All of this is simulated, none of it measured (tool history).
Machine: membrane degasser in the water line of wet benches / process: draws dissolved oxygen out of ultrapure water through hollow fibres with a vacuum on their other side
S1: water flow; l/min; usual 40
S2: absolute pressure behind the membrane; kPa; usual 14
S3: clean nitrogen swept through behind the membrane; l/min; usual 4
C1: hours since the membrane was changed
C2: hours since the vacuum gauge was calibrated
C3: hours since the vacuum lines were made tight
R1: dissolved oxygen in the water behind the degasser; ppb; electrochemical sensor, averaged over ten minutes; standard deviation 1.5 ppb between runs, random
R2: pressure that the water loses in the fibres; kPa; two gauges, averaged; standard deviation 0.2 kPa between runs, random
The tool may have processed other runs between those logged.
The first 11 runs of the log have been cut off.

run,hour,S1,S2,S3,C1,C2,C3,R1,R2
12,476.3,40,28.7,4,1487,1660,7186,577.7,43.52
13,521.7,40,28.7,2.75,1532,1705,7231,795.9,43.67
14,572.1,40,28.7,2.75,1583,1755,7282,793.1,43.41
15,623,40,14,11.68,1634,1806,7332,96.6,43.52
16,670,28,14,4,1681,1853,7380,187.8,30.6
17,720,58,14,5.9,1731,1903,7429,261.7,62.99
18,756.2,40,25.5,3.8,1767,1939,7466,537.5,43.15
19,805.5,61,16.3,8,1816,1989,7515,250.6,66.4
20,868.4,26,14,11.64,1879,2052,7578,62.8,28.36
21,921.9,26,14,11.64,1933,2105,7631,62.8,28.45

Forecast run 22:
# hour 926.3: vacuum gauge calibrated
22,962.2,40,14,4,1972,36,7671,?,?

R1: 261.9 ppb
R2: 43.43 kPa
Had the tool carried no hidden state, the very same run would have given R1 252.4 ppb, R2 42.9 kPa.
